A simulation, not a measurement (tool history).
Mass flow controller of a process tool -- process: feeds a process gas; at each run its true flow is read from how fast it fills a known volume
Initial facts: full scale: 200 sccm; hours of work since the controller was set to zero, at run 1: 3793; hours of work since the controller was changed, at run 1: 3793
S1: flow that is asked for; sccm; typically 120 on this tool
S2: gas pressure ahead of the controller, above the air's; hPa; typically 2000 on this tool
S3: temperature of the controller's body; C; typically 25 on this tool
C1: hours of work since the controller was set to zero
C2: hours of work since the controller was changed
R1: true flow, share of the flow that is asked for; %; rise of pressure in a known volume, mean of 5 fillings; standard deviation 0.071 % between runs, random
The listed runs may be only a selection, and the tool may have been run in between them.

run	hour	S1	S2	S3	C1	C2	R1
1	0.0	120	2000	25	3793	3793	96.55
2	106.1	120	2000	25	3875	3875	96.42
3	216.1	120	2000	25	3959	3959	96.40
4	360.7	120	2000	25	4070	4070	96.17
5	456.0	120	2000	25	4143	4143	96.05
6	570.1	120	2000	25	4230	4230	96.31
# hour 671.6: controller's zero set anew
7	713.3	43	2000	25	32	4339	97.93
8	849.9	43	2000	25	137	4444	97.71
9	965.7	43	2000	25	225	4533	97.43
10	1132.9	43	2000	25	353	4661	97.18
11	1225.3	73	2000	25	424	4731	97.53
12	1358.2	73	2000	25	526	4833	97.46
13	1435.9	73	2000	25	585	4893	97.31
14	1536.7	73	2000	25	663	4970	97.16
15	1626.9	73	2000	25	732	5039	97.21
16	1749.7	73	2000	25	826	5133	97.07
17	1820.4	120	2000	39	880	5187	99.04
18	1986.9	120	2000	39	1008	5315	98.88
19	2135.2	120	2000	39	1121	5429	98.83
20	2230.4	120	2000	39	1194	5501	98.77
21	2395.4	79	2000	25	1321	5628	96.48
22	2528.8	120	2000	31	1423	5730	97.70
23	2671.4	120	2520	25	1532	5839	96.52
24	2806.6	120	2520	25	1636	5943	96.45
25	2888.9	22	1820	25	1699	6006	92.16
26	3027.9	22	1820	25	1805	6112	91.97
27	3113.2	22	1820	25	1870	6178	91.78
28	3284.2	163	2000	29	2001	6309	97.27
29	3410.0	108	1720	31	2098	6405	96.99
30	3484.4	74	1720	35	2155	6462	96.76
31	3640.4	35	2780	22	2274	6582	92.12
32	3734.3	78	2330	25	2346	6653	95.17
33	3884.2	78	2330	25	2461	6768	94.97
34	3956.9	154	1880	33	2517	6824	97.37
35	4038.5	154	1880	33	2579	6887	97.25
36	4174.5	159	1880	33	2683	6991	97.17
37	4302.3	159	2240	35	2781	7089	97.14
38	4448.7	159	2240	35	2893	7201	96.97
39	4613.6	159	2240	23	3020	7327	95.68
40	4744.6	159	2240	23	3120	7427	95.67
41	4846.3	120	2040	25	3198	7505	95.31
42	4945.6	120	2040	25	3274	7581	95.24
43	5071.4	120	2470	25	3370	7678	95.05
44	5144.2	60	1990	30	3426	7734	93.64
45	5282.4	189	2000	22	3532	7839	95.45
46	5377.5	100	2000	33	3605	7912	95.50
47	5536.4	121	1710	25	3727	8034	95.04

What differs in the tool's unlogged condition from the final listed run ahead of each entry between runs to the first listed run following it?
Run 6 -> run 7: controller's zero set anew (hour 671.6)
  flow at rest that the sensor doesn't see, % of full scale: -1.346 -> -0.052; true flow over the shown one, %: -1.43 -> -1.48
  what was measured, less what the result would be without the hidden state, R1: -3.68 -> -1.72 %

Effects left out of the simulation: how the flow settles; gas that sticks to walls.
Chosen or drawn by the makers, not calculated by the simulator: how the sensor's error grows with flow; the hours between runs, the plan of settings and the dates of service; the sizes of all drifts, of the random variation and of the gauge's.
